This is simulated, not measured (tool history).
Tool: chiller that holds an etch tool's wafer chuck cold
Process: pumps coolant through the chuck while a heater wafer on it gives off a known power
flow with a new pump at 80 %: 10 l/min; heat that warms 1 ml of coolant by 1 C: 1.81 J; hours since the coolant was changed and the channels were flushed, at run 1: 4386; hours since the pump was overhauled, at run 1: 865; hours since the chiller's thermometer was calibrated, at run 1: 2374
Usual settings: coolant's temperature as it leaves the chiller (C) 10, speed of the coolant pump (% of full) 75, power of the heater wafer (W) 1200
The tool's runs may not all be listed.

run	hour	coolant's temperature as it leaves the chiller (C)	speed of the coolant pump (% of full)	power of the heater wafer (W)	hours since the coolant was changed and the channels were flushed	hours since the pump was overhauled	hours since the chiller's thermometer was calibrated	chuck's temperature once it has settled (C)	how much warmer the coolant comes back (C)
1	0.0	10	75	1200	4386	865	2374	22.9	4.30
2	62.9	10	61	1200	4449	928	2437	25.6	5.27
3	120.4	10	61	1200	4507	986	2495	25.5	5.27
4	183.8	10	75	1200	4570	1049	2558	23.2	4.31
5	290.1	10	75	1200	4676	1156	2665	23.2	4.31
6	372.6	10	75	1200	4759	1238	2747	23.2	4.30
7	446.7	10	75	1200	4833	1312	2821	23.2	4.31
8	508.5	10	75	1200	4895	1374	2883	23.1	4.35
9	564.1	10	66	1200	4950	1430	2938	24.6	4.88
10	620.2	10	66	1200	5007	1486	2995	24.7	4.91
11	731.4	10	66	1200	5118	1597	3106	24.8	4.98
12	785.9	2	66	1200	5172	1651	3160	16.9	4.95
13	862.5	10	61	1200	5249	1728	3237	26.1	5.33
14	955.3	10	61	1262	5342	1821	3330	26.8	5.59
15	1036.5	10	61	1262	5423	1902	3411	26.8	5.59
16	1118.9	10	61	1262	5505	1984	3493	26.9	5.60
17	1227.7	5	75	1200	5614	2093	3602	18.5	4.36
18	1283.9	5	75	1200	5670	2149	3658	18.5	4.39
19	1372.1	13	75	1506	5758	2238	3747	30.3	5.48
# hour 1389.4: chiller's thermometer calibrated
20	1491.6	2	93	1200	5877	2356	102	13.2	3.52
21	1585.8	3	77	1537	5971	2450	196	20.1	5.54
22	1685.9	3	64	1537	6071	2550	296	23.0	6.65

Forecast run 23:
# hour 1705.7: chiller's thermometer calibrated, once more
23	1763.8	9	67	615	6148	2627	58	?	?

{"run 23": {"chuck's temperature once it has settled (C)": 16.9, "how much warmer the coolant comes back (C)": 2.54}}
Without the tool's hidden state the same run would have given chuck's temperature once it has settled (C) 15.7, how much warmer the coolant comes back (C) 2.43.
